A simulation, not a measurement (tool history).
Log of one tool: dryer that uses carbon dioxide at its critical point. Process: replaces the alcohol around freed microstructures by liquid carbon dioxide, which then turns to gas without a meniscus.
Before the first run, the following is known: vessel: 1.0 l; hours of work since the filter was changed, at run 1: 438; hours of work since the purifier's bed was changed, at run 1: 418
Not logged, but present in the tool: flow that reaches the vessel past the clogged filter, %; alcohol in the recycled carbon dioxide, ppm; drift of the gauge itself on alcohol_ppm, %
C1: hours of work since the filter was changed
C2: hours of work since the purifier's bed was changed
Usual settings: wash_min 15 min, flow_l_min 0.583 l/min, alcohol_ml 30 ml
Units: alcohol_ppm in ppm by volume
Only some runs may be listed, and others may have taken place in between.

Run 1, hour 0.0: usual settings; C1 438; C2 418. Result: alcohol_ppm 46 ppm by volume.
Run 2, hour 14.1: usual settings but wash_min 13 min; C1 446; C2 425. Result: alcohol_ppm 73 ppm by volume.
At hour 36.2: inlet filter changed.
Run 3, hour 36.2: usual settings but wash_min 13 min; C1 0; C2 436. Result: alcohol_ppm 52 ppm by volume.
Run 4, hour 52.7: usual settings but wash_min 13 min; C1 9; C2 445. Result: alcohol_ppm 58 ppm by volume.
Run 5, hour 69.7: usual settings but wash_min 20 min; C1 17; C2 454. Result: alcohol_ppm 40 ppm by volume.
Run 6, hour 85.2: usual settings but wash_min 20 min; C1 25; C2 462. Result: alcohol_ppm 32 ppm by volume.
Run 7, hour 108.8: usual settings but wash_min 20 min; C1 38; C2 474. Result: alcohol_ppm 28 ppm by volume.
Run 8, hour 123.7: usual settings but wash_min 20 min, alcohol_ml 21 ml; C1 45; C2 481. Result: alcohol_ppm 35 ppm by volume.
Run 9, hour 140.3: usual settings but wash_min 20 min, alcohol_ml 21 ml; C1 54; C2 490. Result: alcohol_ppm 39 ppm by volume.
Run 10, hour 162.5: usual settings but flow_l_min 0.415 l/min, alcohol_ml 111 ml; C1 65; C2 502. Result: alcohol_ppm 455 ppm by volume.
Run 11, hour 184.5: usual settings but flow_l_min 0.415 l/min, alcohol_ml 111 ml; C1 77; C2 513. Result: alcohol_ppm 439 ppm by volume.
Run 12, hour 196.5: usual settings but wash_min 21 min, flow_l_min 0.850 l/min, alcohol_ml 68 ml; C1 83; C2 519. Result: alcohol_ppm 34 ppm by volume.
Run 13, hour 217.6: usual settings but wash_min 21 min, flow_l_min 0.850 l/min, alcohol_ml 68 ml; C1 94; C2 530. Result: alcohol_ppm 46 ppm by volume.
Run 14, hour 240.8: usual settings but wash_min 21 min, flow_l_min 0.850 l/min, alcohol_ml 68 ml; C1 106; C2 542. Result: alcohol_ppm 38 ppm by volume.

5 ways to go on from here, each from the tool as it stands after run 14. What would each give?
Run A, hour 254.2: usual settings but wash_min 10 min, flow_l_min 0.701 l/min, alcohol_ml 21 ml; C1 113; C2 549. Result: alcohol_ppm ?.
Run B, hour 254.2: usual settings but alcohol_ml 23 ml; C1 113; C2 549. Result: alcohol_ppm ?.
Run C, hour 254.2: usual settings but wash_min 9 min, flow_l_min 0.543 l/min, alcohol_ml 37 ml; C1 113; C2 549. Result: alcohol_ppm ?.
Run D, hour 254.2: usual settings but wash_min 21 min, flow_l_min 0.720 l/min, alcohol_ml 52 ml; C1 113; C2 549. Result: alcohol_ppm ?.
Run E, hour 254.2: usual settings but wash_min 21 min, flow_l_min 0.730 l/min, alcohol_ml 68 ml; C1 113; C2 549. Result: alcohol_ppm ?.

run  alcohol_ppm
  A           77
  B           46
  C          486
  D           42
  E           37
Stripped of hidden state, with their random variation kept, the same runs would have yielded:
run  alcohol_ppm
  A           42
  B           13
  C          424
  D           10
  E            5
